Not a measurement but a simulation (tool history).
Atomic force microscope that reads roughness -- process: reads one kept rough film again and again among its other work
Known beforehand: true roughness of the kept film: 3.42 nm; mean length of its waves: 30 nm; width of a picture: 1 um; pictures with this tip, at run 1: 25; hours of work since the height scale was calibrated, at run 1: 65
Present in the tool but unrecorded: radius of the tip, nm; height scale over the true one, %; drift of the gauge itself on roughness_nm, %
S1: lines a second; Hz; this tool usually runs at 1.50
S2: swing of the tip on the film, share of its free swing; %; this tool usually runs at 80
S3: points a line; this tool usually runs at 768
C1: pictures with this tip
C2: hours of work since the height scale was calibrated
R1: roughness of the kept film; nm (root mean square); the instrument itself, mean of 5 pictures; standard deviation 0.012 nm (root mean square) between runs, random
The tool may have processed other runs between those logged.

{"run": 1, "day": 0.0, "S1": 1.5, "S2": 80, "S3": 768, "C1": 25, "C2": 65, "R1": 2.585}
{"run": 2, "day": 0.692, "S1": 1.5, "S2": 80, "S3": 768, "C1": 50, "C2": 72, "R1": 2.534}
{"run": 3, "day": 1.304, "S1": 1.5, "S2": 80, "S3": 311, "C1": 72, "C2": 79, "R1": 2.43}
{"run": 4, "day": 1.7, "S1": 2.71, "S2": 80, "S3": 768, "C1": 87, "C2": 84, "R1": 2.287}
{"run": 5, "day": 2.438, "S1": 1.5, "S2": 80, "S3": 768, "C1": 114, "C2": 92, "R1": 2.362}
{"run": 6, "day": 2.933, "S1": 1.5, "S2": 80, "S3": 768, "C1": 132, "C2": 98, "R1": 2.329}
{"run": 7, "day": 3.462, "S1": 1.5, "S2": 80, "S3": 768, "C1": 151, "C2": 104, "R1": 2.304}
{"run": 8, "day": 4.342, "S1": 2.44, "S2": 88, "S3": 671, "C1": 184, "C2": 114, "R1": 1.976}
{"day": 4.992, "done": "new tip fitted"}
{"run": 9, "day": 5.142, "S1": 2.85, "S2": 70, "S3": 795, "C1": 5, "C2": 123, "R1": 2.669}
{"run": 10, "day": 5.546, "S1": 2.85, "S2": 70, "S3": 795, "C1": 20, "C2": 128, "R1": 2.61}
{"run": 11, "day": 5.95, "S1": 2.71, "S2": 70, "S3": 1023, "C1": 35, "C2": 132, "R1": 2.605}

Forecast run 12:
{"run": 12, "day": 6.325, "S1": 0.76, "S2": 71, "S3": 415, "C1": 49, "C2": 137, "R1": "?"}

{"run 12": {"R1": 2.711}}
On a tool with no hidden condition, and with the same random variation, this run would have come out at R1 2.877 nm (root mean square).

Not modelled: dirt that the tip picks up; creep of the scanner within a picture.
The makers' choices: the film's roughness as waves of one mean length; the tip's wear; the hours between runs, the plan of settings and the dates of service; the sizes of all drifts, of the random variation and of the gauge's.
